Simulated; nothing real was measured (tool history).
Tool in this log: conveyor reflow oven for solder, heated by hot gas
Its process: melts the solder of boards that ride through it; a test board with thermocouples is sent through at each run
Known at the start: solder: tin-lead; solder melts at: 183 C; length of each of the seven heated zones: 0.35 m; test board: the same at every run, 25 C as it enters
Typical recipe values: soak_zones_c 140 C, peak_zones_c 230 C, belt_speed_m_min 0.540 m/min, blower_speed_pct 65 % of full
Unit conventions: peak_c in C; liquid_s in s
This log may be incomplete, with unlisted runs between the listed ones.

Run 1, hour 0.0: usual settings. Result: peak_c 211.9 C, liquid_s 56.2 s.
Run 2, hour 36.4: usual settings. Result: peak_c 212.0 C, liquid_s 55.9 s.
Run 3, hour 66.8: usual settings. Result: peak_c 211.4 C, liquid_s 55.5 s.
Run 4, hour 101.1: usual settings. Result: peak_c 211.4 C, liquid_s 55.2 s.
Run 5, hour 121.9: usual settings. Result: peak_c 210.6 C, liquid_s 55.0 s.
Run 6, hour 139.4: usual settings. Result: peak_c 211.4 C, liquid_s 55.2 s.
Run 7, hour 164.6: usual settings. Result: peak_c 210.9 C, liquid_s 55.2 s.
Run 8, hour 183.4: usual settings. Result: peak_c 210.4 C, liquid_s 55.4 s.
Run 9, hour 205.6: usual settings but belt_speed_m_min 0.548 m/min. Result: peak_c 210.7 C, liquid_s 53.7 s.
Run 10, hour 237.8: usual settings but belt_speed_m_min 0.548 m/min. Result: peak_c 210.3 C, liquid_s 53.2 s.
At hour 255.0: thermocouples of zones 6 and 7 changed.
At hour 268.1: flux residue cleaned out of gas plates and filters.
Run 11, hour 273.9: usual settings. Result: peak_c 216.0 C, liquid_s 59.6 s.
Run 12, hour 293.2: usual settings. Result: peak_c 215.1 C, liquid_s 59.2 s.
Run 13, hour 310.4: usual settings but belt_speed_m_min 0.464 m/min. Result: peak_c 219.6 C, liquid_s 74.2 s.
Run 14, hour 333.3: usual settings but soak_zones_c 131 C. Result: peak_c 213.8 C, liquid_s 55.6 s.
Run 15, hour 354.6: usual settings but soak_zones_c 131 C. Result: peak_c 214.1 C, liquid_s 54.2 s.
Run 16, hour 388.4: usual settings but blower_speed_pct 66 % of full. Result: peak_c 215.2 C, liquid_s 60.3 s.
Run 17, hour 416.8: usual settings but soak_zones_c 130 C, peak_zones_c 224 C, belt_speed_m_min 0.477 m/min, blower_speed_pct 61 % of full. Result: peak_c 211.3 C, liquid_s 59.9 s.
Run 18, hour 442.4: usual settings but soak_zones_c 130 C, peak_zones_c 224 C, belt_speed_m_min 0.477 m/min, blower_speed_pct 61 % of full. Result: peak_c 209.8 C, liquid_s 59.6 s.
Run 19, hour 474.8: usual settings but soak_zones_c 130 C, peak_zones_c 224 C, belt_speed_m_min 0.477 m/min, blower_speed_pct 61 % of full. Result: peak_c 210.1 C, liquid_s 60.2 s.
Run 20, hour 501.7: usual settings but soak_zones_c 130 C, peak_zones_c 224 C, belt_speed_m_min 0.477 m/min, blower_speed_pct 61 % of full. Result: peak_c 210.9 C, liquid_s 59.9 s.
Run 21, hour 529.2: usual settings but peak_zones_c 222 C, belt_speed_m_min 0.563 m/min. Result: peak_c 207.1 C, liquid_s 48.6 s.
Run 22, hour 544.4: usual settings but peak_zones_c 245 C. Result: peak_c 226.9 C, liquid_s 69.1 s.
Run 23, hour 560.1: usual settings but soak_zones_c 151 C, peak_zones_c 228 C. Result: peak_c 213.9 C, liquid_s 62.9 s.
Run 24, hour 576.0: usual settings but soak_zones_c 144 C, belt_speed_m_min 0.526 m/min, blower_speed_pct 54 % of full. Result: peak_c 213.1 C, liquid_s 61.0 s.
Run 25, hour 605.4: usual settings but soak_zones_c 147 C, peak_zones_c 225 C, belt_speed_m_min 0.526 m/min, blower_speed_pct 54 % of full. Result: peak_c 209.8 C, liquid_s 58.4 s.
Run 26, hour 632.7: usual settings but soak_zones_c 127 C, peak_zones_c 220 C. Result: peak_c 202.8 C, liquid_s 42.3 s.
At hour 650.8: flux residue cleaned out of gas plates and filters.
Run 27, hour 656.2: usual settings but blower_speed_pct 83 % of full. Result: peak_c 217.7 C, liquid_s 63.1 s.
Run 28, hour 677.6: usual settings but soak_zones_c 126 C, peak_zones_c 238 C. Result: peak_c 220.1 C, liquid_s 58.7 s.
Run 29, hour 694.7: usual settings but peak_zones_c 234 C, belt_speed_m_min 0.490 m/min. Result: peak_c 221.5 C, liquid_s 71.9 s.
Run 30, hour 725.5: usual settings but soak_zones_c 133 C, peak_zones_c 234 C, belt_speed_m_min 0.440 m/min. Result: peak_c 222.8 C, liquid_s 80.4 s.
Run 31, hour 750.5: usual settings but soak_zones_c 133 C, peak_zones_c 234 C, belt_speed_m_min 0.471 m/min, blower_speed_pct 71 % of full. Result: peak_c 222.6 C, liquid_s 72.7 s.

Here are 3 independent what-if runs from the current tool condition. What would each one return?
Run A, hour 776.1: usual settings but blower_speed_pct 88 % of full. Result: peak_c ?, liquid_s ?.
Run B, hour 776.1: usual settings but soak_zones_c 134 C, belt_speed_m_min 0.613 m/min. Result: peak_c ?, liquid_s ?.
Run C, hour 776.1: usual settings but peak_zones_c 219 C, belt_speed_m_min 0.495 m/min. Result: peak_c ?, liquid_s ?.

run  peak_c  liquid_s
  A   218.2      63.3
  B   209.2      44.7
  C   207.8      59.6
Without the tool's hidden state the same runs would have given:
run  peak_c  liquid_s
  A   218.1      60.4
  B   208.8      42.2
  C   207.6      56.6
